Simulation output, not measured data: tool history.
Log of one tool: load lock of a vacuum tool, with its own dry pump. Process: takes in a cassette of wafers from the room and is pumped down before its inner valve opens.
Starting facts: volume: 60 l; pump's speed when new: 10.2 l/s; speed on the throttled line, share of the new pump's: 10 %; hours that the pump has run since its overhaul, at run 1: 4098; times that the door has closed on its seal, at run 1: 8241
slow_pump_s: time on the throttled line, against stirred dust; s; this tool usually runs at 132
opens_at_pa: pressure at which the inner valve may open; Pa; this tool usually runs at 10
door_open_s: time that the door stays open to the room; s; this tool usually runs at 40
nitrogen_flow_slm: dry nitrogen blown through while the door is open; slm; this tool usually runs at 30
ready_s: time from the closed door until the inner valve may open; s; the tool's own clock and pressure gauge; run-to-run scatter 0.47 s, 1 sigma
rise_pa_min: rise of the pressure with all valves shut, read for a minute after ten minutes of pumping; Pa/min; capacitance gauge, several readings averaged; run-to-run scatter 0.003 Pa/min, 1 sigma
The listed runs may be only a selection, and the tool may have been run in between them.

| run | day | slow_pump_s | opens_at_pa | door_open_s | nitrogen_flow_slm | hours that the pump has run since its overhaul | times that the door has closed on its seal | incoming humidity of the room's air, % | ready_s | rise_pa_min |
|---|---|---|---|---|---|---|---|---|---|---|
| 1 | 0 | 132 | 10 | 40 | 30 | 4098 | 8241 | 42.8 | 173.1 | 0.015 |
| 2 | 11.125 | 132 | 10 | 40 | 30 | 4365 | 8838 | 43.2 | 173.4 | 0.011 |
| 3 | 19.038 | 132 | 10 | 40 | 8 | 4555 | 9263 | 48 | 172.8 | 0.028 |
| 4 | 28.246 | 132 | 10 | 40 | 8 | 4775 | 9758 | 47.8 | 173.5 | 0.025 |
| 5 | 40.704 | 132 | 10 | 40 | 30 | 5074 | 10427 | 46.8 | 173.5 | 0.017 |
| 6 | 52.104 | 132 | 10 | 40 | 5 | 5348 | 11039 | 47.9 | 172.6 | 0.029 |
| 7 | 60.704 | 132 | 10 | 40 | 5 | 5554 | 11501 | 43.7 | 173.4 | 0.027 |
| 8 | 68.083 | 132 | 10 | 40 | 5 | 5732 | 11897 | 45.3 | 174 | 0.03 |
| 9 | 77.675 | 132 | 10 | 40 | 30 | 5962 | 12412 | 45.1 | 172.4 | 0.014 |
| 10 | 86.667 | 132 | 10 | 40 | 30 | 6178 | 12895 | 43.3 | 172.5 | 0.017 |
| 11 | 98.129 | 132 | 10 | 40 | 30 | 6453 | 13510 | 42.6 | 173.3 | 0.015 |
| 12 | 104.417 | 132 | 10 | 40 | 30 | 6604 | 13848 | 44 | 173.3 | 0.016 |
| 13 | 116.688 | 132 | 15 | 40 | 30 | 6898 | 14507 | 42.8 | 171.1 | 0.017 |
| 14 | 126.454 | 132 | 15 | 40 | 30 | 7132 | 15031 | 45.1 | 170.6 | 0.013 |
| 15 | 132.712 | 126 | 10 | 32 | 28 | 7283 | 15367 | 44.6 | 167.1 | 0.014 |
| 16 | 139.788 | 126 | 10 | 32 | 28 | 7452 | 15747 | 45.2 | 168.2 | 0.013 |
| 17 | 150.342 | 132 | 13 | 40 | 9 | 7706 | 16314 | 46.4 | 171.5 | 0.027 |
| 18 | 160.371 | 132 | 14 | 40 | 30 | 7946 | 16852 | 44.4 | 171.3 | 0.017 |
| 19 | 168.179 | 132 | 14 | 40 | 19 | 8134 | 17271 | 47.7 | 172.2 | 0.026 |
| 20 | 180.217 | 132 | 14 | 40 | 19 | 8423 | 17918 | 43.2 | 170.7 | 0.016 |
| 21 | 190.2 | 128 | 14 | 54 | 19 | 8662 | 18454 | 45.8 | 167.2 | 0.023 |
| 22 | 201.196 | 128 | 14 | 54 | 19 | 8926 | 19044 | 44.9 | 166.9 | 0.026 |
| 23 | 209.004 | 128 | 14 | 54 | 19 | 9114 | 19463 | 42.7 | 167 | 0.025 |
| 24 | 220.554 | 73 | 10 | 29 | 11 | 9391 | 20084 | 45.3 | 119.8 | 0.021 |
| 25 | 228.442 | 73 | 15 | 100 | 11 | 9580 | 20507 | 45.4 | 117 | 0.043 |

Forecast each of these 3 alternatives for the next run:
| A | 240.192 | 207 | 10 | 40 | 4 | 9862 | 21138 | 47.3 | ? | ? |
| B | 240.192 | 73 | 15 | 236 | 14 | 9862 | 21138 | 47.6 | ? | ? |
| C | 240.192 | 68 | 15 | 74 | 7 | 9862 | 21138 | 45.8 | ? | ? |

| run | ready_s | rise_pa_min |
|---|---|---|
| A | 240.4 | 0.03 |
| B | 117.6 | 0.062 |
| C | 113.1 | 0.037 |
Had the tool no hidden state, the same runs would have come out as:
| run | ready_s | rise_pa_min |
|---|---|---|
| A | 240.4 | 0.029 |
| B | 117.6 | 0.061 |
| C | 113.1 | 0.036 |
